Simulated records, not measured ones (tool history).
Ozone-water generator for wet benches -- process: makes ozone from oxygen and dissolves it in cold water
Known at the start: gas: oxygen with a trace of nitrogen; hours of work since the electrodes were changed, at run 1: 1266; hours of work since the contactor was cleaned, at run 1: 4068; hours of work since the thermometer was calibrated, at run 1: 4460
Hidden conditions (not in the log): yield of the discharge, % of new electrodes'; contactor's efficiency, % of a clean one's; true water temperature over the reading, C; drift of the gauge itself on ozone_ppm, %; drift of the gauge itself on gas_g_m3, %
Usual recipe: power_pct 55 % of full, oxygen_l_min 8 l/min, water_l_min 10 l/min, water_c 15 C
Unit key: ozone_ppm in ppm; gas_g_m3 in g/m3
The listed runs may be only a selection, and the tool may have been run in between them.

run,day,power_pct,oxygen_l_min,water_l_min,water_c,hours of work since the electrodes were changed,hours of work since the contactor was cleaned,hours of work since the thermometer was calibrated,ozone_ppm,gas_g_m3
1,0,55,8,10,15,1266,4068,4460,27.1,139.8
2,0.975,55,8,10,15,1286,4088,4480,27.6,138.5
3,2.15,75,8,10,15,1311,4112,4504,33.5,168.1
4,3.708,55,8,10,13,1343,4145,4537,28.6,139.3
# day 4.054: contactor cleaned
5,4.871,55,8,10,8,1364,17,4557,31.4,139.1
6,6.083,95,8,10,15,1389,42,4583,38.1,196.5
# day 7.621: contactor cleaned, once more
7,7.725,79,7.88,8,21,1419,2,4613,33.9,175.1
8,8.854,88,4.52,10,13,1443,26,4637,44.8,263.7
9,10.821,88,4.52,10,13,1484,66,4678,45.3,263.7
10,12.671,55,8,6,14,1522,105,4716,35.9,138.7
11,13.517,45,10.23,8,23,1540,122,4734,20.4,105.5

What would each run have given without the hidden state, its run-to-run variation left as it was?
run,ozone_ppm,gas_g_m3
1,28.6,141.4
2,29.1,140.2
3,35.5,170.6
4,30.2,141.1
5,33.8,140.9
6,41.2,200.2
7,35.1,178.1
8,46.3,268.6
9,46.9,268.8
10,37,140.8
11,21,106.8
